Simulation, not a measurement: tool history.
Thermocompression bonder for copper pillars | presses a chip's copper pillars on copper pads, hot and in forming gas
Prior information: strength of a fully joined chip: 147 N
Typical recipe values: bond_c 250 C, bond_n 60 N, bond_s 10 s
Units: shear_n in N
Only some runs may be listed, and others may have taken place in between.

run,hour,bond_c,bond_n,bond_s,shear_n
1,0.0,250,60,10,55.2
2,37.9,250,48,10,46.3
3,62.3,250,48,10,46.0
4,85.7,250,48,10,46.1
5,112.4,250,60,10,55.3
6,142.8,250,60,10,54.8
7,161.4,250,60,10,55.0
8,191.7,250,61,10,56.0
9,221.9,250,61,10,56.0
10,254.3,250,60,10,55.4
11,278.7,250,60,10,55.7
12,321.1,250,53,10,50.3
# hour 325.7: forming gas filter changed
13,360.0,250,53,10,51.5
14,380.2,250,44,10,44.3
15,422.5,274,47,10,65.7
16,463.9,234,60,10,45.7
17,500.1,266,83,14,97.5
# hour 504.8: heater calibrated with a thermocouple chip
18,523.3,266,83,14,98.3
19,555.6,266,83,14,98.1
20,591.9,266,83,14,97.6
21,628.4,266,83,14,98.0
22,656.3,266,62,14,82.9
23,680.7,250,77,6,58.3
# hour 694.3: heater calibrated with a thermocouple chip, once more
24,703.4,237,77,6,46.2
25,724.5,237,77,6,46.7
26,750.2,237,41,8,30.1
27,775.0,253,77,6,59.2

Predict each of these 4 candidate next runs independently; none follows another, all start after run 27:
A,802.6,221,83,6,?
B,802.6,253,77,9,?
C,802.6,253,77,16,?
D,802.6,236,60,10,?

run,shear_n
A,37.8
B,68.7
C,83.7
D,46.0
Take away the tool's hidden state, keep each run's random variation, and the runs would have read:
run,shear_n
A,36.6
B,67.2
C,82.3
D,44.6
